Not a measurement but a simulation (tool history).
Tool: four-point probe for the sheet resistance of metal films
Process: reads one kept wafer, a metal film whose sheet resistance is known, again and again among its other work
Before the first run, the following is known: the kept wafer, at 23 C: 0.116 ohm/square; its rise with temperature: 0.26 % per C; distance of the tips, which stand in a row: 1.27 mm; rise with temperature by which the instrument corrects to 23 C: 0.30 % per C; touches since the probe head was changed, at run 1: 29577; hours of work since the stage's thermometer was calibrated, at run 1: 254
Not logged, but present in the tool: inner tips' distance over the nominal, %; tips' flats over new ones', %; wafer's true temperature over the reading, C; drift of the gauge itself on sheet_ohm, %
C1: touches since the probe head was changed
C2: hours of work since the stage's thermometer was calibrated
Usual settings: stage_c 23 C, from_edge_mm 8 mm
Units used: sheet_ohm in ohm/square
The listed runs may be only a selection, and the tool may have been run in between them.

run 1 hour=0 | stage_c=23 from_edge_mm=8 | C1=29577 C2=254 | sheet_ohm=0.116865
run 2 hour=35.8 | stage_c=23 from_edge_mm=8 | C1=30670 C2=278 | sheet_ohm=0.116809
run 3 hour=67.5 | stage_c=23 from_edge_mm=3 | C1=31639 C2=300 | sheet_ohm=0.125326
run 4 hour=102.4 | stage_c=23 from_edge_mm=3 | C1=32704 C2=324 | sheet_ohm=0.125236
run 5 hour=163.4 | stage_c=23 from_edge_mm=3 | C1=34568 C2=366 | sheet_ohm=0.125209
run 6 hour=217.8 | stage_c=33 from_edge_mm=8 | C1=36228 C2=403 | sheet_ohm=0.116233
run 7 hour=249.7 | stage_c=23 from_edge_mm=61 | C1=37204 C2=425 | sheet_ohm=0.115105
run 8 hour=307.4 | stage_c=23 from_edge_mm=16 | C1=38965 C2=465 | sheet_ohm=0.115469
run 9 hour=354.7 | stage_c=23 from_edge_mm=16 | C1=40408 C2=498 | sheet_ohm=0.115438
run 10 hour=409.7 | stage_c=23 from_edge_mm=8 | C1=42089 C2=536 | sheet_ohm=0.1165
run 11 hour=452.8 | stage_c=23 from_edge_mm=8 | C1=43405 C2=565 | sheet_ohm=0.116529
run 12 hour=481.9 | stage_c=23 from_edge_mm=54 | C1=44294 C2=585 | sheet_ohm=0.114983
run 13 hour=521.9 | stage_c=22 from_edge_mm=8 | C1=45515 C2=613 | sheet_ohm=0.116451
run 14 hour=557.8 | stage_c=22 from_edge_mm=8 | C1=46612 C2=637 | sheet_ohm=0.116449
-- hour=561.4 stage's thermometer calibrated
run 15 hour=591.6 | stage_c=27 from_edge_mm=9 | C1=47629 C2=21 | sheet_ohm=0.115922
run 16 hour=622.4 | stage_c=27 from_edge_mm=9 | C1=48567 C2=42 | sheet_ohm=0.115884
-- hour=653.8 stage's thermometer calibrated, once more
run 17 hour=665.2 | stage_c=27 from_edge_mm=9 | C1=49860 C2=8 | sheet_ohm=0.115957
run 18 hour=703.4 | stage_c=27 from_edge_mm=9 | C1=51029 C2=34 | sheet_ohm=0.115873
run 19 hour=746.5 | stage_c=21 from_edge_mm=46 | C1=52342 C2=64 | sheet_ohm=0.114958
run 20 hour=806.8 | stage_c=21 from_edge_mm=46 | C1=54185 C2=105 | sheet_ohm=0.114934
run 21 hour=851.5 | stage_c=21 from_edge_mm=69 | C1=55549 C2=136 | sheet_ohm=0.114877
run 22 hour=907.9 | stage_c=32 from_edge_mm=20 | C1=57273 C2=175 | sheet_ohm=0.114586
run 23 hour=960.9 | stage_c=25 from_edge_mm=17 | C1=58892 C2=211 | sheet_ohm=0.114938
run 24 hour=1013.1 | stage_c=25 from_edge_mm=18 | C1=60485 C2=247 | sheet_ohm=0.114843
run 25 hour=1044.5 | stage_c=31 from_edge_mm=14 | C1=61444 C2=269 | sheet_ohm=0.114814
run 26 hour=1097.3 | stage_c=31 from_edge_mm=14 | C1=63056 C2=305 | sheet_ohm=0.114758
run 27 hour=1126.3 | stage_c=26 from_edge_mm=34 | C1=63943 C2=325 | sheet_ohm=0.114554

Alternative continuations, all from the tool just after run 27; predict every row:
run A hour=1170.8 | stage_c=21 from_edge_mm=20 | C1=65300 C2=356 | sheet_ohm=?
run B hour=1170.8 | stage_c=25 from_edge_mm=74 | C1=65300 C2=356 | sheet_ohm=?
run C hour=1170.8 | stage_c=20 from_edge_mm=14 | C1=65300 C2=356 | sheet_ohm=?

run=A sheet_ohm=0.114887
run=B sheet_ohm=0.114456
run=C sheet_ohm=0.115184
Stripped of hidden state, with their random variation kept, the same runs would have yielded:
run=A sheet_ohm=0.116346
run=B sheet_ohm=0.11591
run=C sheet_ohm=0.116647
